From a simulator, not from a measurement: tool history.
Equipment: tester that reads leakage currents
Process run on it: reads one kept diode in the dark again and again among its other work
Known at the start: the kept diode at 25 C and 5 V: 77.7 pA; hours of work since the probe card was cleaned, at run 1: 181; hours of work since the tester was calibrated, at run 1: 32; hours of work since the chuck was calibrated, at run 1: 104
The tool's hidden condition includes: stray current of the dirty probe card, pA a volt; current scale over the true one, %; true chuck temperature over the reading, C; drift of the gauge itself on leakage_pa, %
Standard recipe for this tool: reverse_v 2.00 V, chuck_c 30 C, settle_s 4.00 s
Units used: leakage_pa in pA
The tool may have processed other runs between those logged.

| run | hour | reverse_v | chuck_c | settle_s | hours of work since the probe card was cleaned | hours of work since the tester was calibrated | hours of work since the chuck was calibrated | leakage_pa |
|---|---|---|---|---|---|---|---|---|
| 1 | 0.0 | 2.00 | 30 | 4.00 | 181 | 32 | 104 | 65.79 |
| 2 | 59.5 | 2.00 | 30 | 4.00 | 210 | 61 | 133 | 65.80 |
| 3 | 113.0 | 2.00 | 30 | 4.00 | 236 | 87 | 159 | 65.87 |
| 4 | 166.5 | 2.00 | 30 | 4.00 | 262 | 113 | 185 | 65.46 |
| 5 | 208.2 | 2.00 | 30 | 4.00 | 282 | 133 | 205 | 65.41 |
| 6 | 235.2 | 2.00 | 23 | 4.00 | 296 | 146 | 218 | 38.36 |
| 7 | 296.8 | 2.27 | 56 | 0.58 | 326 | 176 | 248 | 425.57 |
| 8 | 353.7 | 2.27 | 55 | 4.76 | 353 | 204 | 276 | 397.19 |
| 9 | 403.5 | 1.29 | 48 | 1.38 | 377 | 228 | 300 | 178.99 |
| 10 | 449.4 | 1.09 | 48 | 0.98 | 400 | 251 | 322 | 161.75 |

Predict each of these 3 candidate next runs independently; none follows another, all start after run 10:
| A | 479.9 | 2.00 | 43 | 4.00 | 415 | 265 | 337 | ? |
| B | 479.9 | 2.50 | 41 | 0.82 | 415 | 265 | 337 | ? |
| C | 479.9 | 1.30 | 39 | 1.42 | 415 | 265 | 337 | ? |

| run | leakage_pa |
|---|---|
| A | 164.94 |
| B | 163.69 |
| C | 96.22 |
With the hidden condition removed and each run's random variation left untouched, the same runs would have given:
| run | leakage_pa |
|---|---|
| A | 170.28 |
| B | 168.84 |
| C | 99.37 |
